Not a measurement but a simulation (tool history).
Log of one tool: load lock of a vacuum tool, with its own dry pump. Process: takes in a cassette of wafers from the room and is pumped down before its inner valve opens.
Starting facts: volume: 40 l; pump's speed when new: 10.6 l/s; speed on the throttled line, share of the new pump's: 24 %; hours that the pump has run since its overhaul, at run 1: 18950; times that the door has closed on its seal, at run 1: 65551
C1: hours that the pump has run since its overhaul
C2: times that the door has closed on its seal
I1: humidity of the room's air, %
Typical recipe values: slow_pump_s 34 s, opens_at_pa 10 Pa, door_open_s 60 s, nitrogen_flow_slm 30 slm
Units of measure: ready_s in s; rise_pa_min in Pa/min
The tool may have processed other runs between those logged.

run 1 hour=0.0 | slow_pump_s=34 opens_at_pa=10 door_open_s=60 nitrogen_flow_slm=30 | C1=18950 C2=65551 | I1=43.9 | ready_s=60.9 rise_pa_min=0.033
-- hour=163.2 dry pump taken out, an overhauled one fitted
run 2 hour=507.1 | slow_pump_s=34 opens_at_pa=10 door_open_s=60 nitrogen_flow_slm=30 | C1=344 C2=67693 | I1=48.5 | ready_s=60.4 rise_pa_min=0.037
run 3 hour=1149.8 | slow_pump_s=34 opens_at_pa=10 door_open_s=60 nitrogen_flow_slm=30 | C1=987 C2=70441 | I1=43.5 | ready_s=60.7 rise_pa_min=0.041
-- hour=1370.0 door's seal changed, seat wiped
run 4 hour=1806.2 | slow_pump_s=34 opens_at_pa=17 door_open_s=60 nitrogen_flow_slm=30 | C1=1641 C2=1864 | I1=44.9 | ready_s=58.7 rise_pa_min=0.031
run 5 hour=2089.4 | slow_pump_s=34 opens_at_pa=17 door_open_s=60 nitrogen_flow_slm=30 | C1=1925 C2=3075 | I1=46.0 | ready_s=59.0 rise_pa_min=0.034
run 6 hour=2555.0 | slow_pump_s=34 opens_at_pa=10 door_open_s=63 nitrogen_flow_slm=30 | C1=2390 C2=5065 | I1=45.5 | ready_s=60.5 rise_pa_min=0.032
run 7 hour=2886.4 | slow_pump_s=34 opens_at_pa=10 door_open_s=63 nitrogen_flow_slm=30 | C1=2722 C2=6482 | I1=43.9 | ready_s=60.9 rise_pa_min=0.035
run 8 hour=3240.7 | slow_pump_s=34 opens_at_pa=17 door_open_s=60 nitrogen_flow_slm=17 | C1=3076 C2=7997 | I1=46.3 | ready_s=58.9 rise_pa_min=0.049
run 9 hour=3852.7 | slow_pump_s=27 opens_at_pa=17 door_open_s=60 nitrogen_flow_slm=17 | C1=3688 C2=10613 | I1=46.0 | ready_s=53.5 rise_pa_min=0.044
run 10 hour=4353.6 | slow_pump_s=27 opens_at_pa=17 door_open_s=60 nitrogen_flow_slm=17 | C1=4189 C2=12754 | I1=45.1 | ready_s=53.4 rise_pa_min=0.041
run 11 hour=4745.9 | slow_pump_s=28 opens_at_pa=17 door_open_s=60 nitrogen_flow_slm=15 | C1=4581 C2=14431 | I1=47.2 | ready_s=53.9 rise_pa_min=0.050
run 12 hour=5078.3 | slow_pump_s=22 opens_at_pa=9 door_open_s=33 nitrogen_flow_slm=30 | C1=4914 C2=15852 | I1=43.8 | ready_s=52.2 rise_pa_min=0.021
run 13 hour=5657.9 | slow_pump_s=59 opens_at_pa=7 door_open_s=147 nitrogen_flow_slm=32 | C1=5493 C2=18330 | I1=45.8 | ready_s=81.6 rise_pa_min=0.045
run 14 hour=5959.4 | slow_pump_s=34 opens_at_pa=14 door_open_s=60 nitrogen_flow_slm=38 | C1=5795 C2=19619 | I1=42.4 | ready_s=59.3 rise_pa_min=0.026

Predict each of these 4 candidate next runs independently; none follows another, all start after run 14:
run A hour=6263.9 | slow_pump_s=26 opens_at_pa=10 door_open_s=60 nitrogen_flow_slm=15 | C1=6099 C2=20921 | I1=44.0 | ready_s=? rise_pa_min=?
run B hour=6263.9 | slow_pump_s=34 opens_at_pa=16 door_open_s=60 nitrogen_flow_slm=22 | C1=6099 C2=20921 | I1=44.1 | ready_s=? rise_pa_min=?
run C hour=6263.9 | slow_pump_s=34 opens_at_pa=15 door_open_s=60 nitrogen_flow_slm=38 | C1=6099 C2=20921 | I1=46.2 | ready_s=? rise_pa_min=?
run D hour=6263.9 | slow_pump_s=19 opens_at_pa=13 door_open_s=60 nitrogen_flow_slm=30 | C1=6099 C2=20921 | I1=45.0 | ready_s=? rise_pa_min=?

run=A ready_s=54.9 rise_pa_min=0.045
run=B ready_s=58.8 rise_pa_min=0.040
run=C ready_s=59.6 rise_pa_min=0.031
run=D ready_s=48.3 rise_pa_min=0.037
Stripped of hidden state, with their random variation kept, the same runs would have yielded:
run=A ready_s=54.9 rise_pa_min=0.044
run=B ready_s=58.8 rise_pa_min=0.039
run=C ready_s=59.6 rise_pa_min=0.031
run=D ready_s=48.3 rise_pa_min=0.036
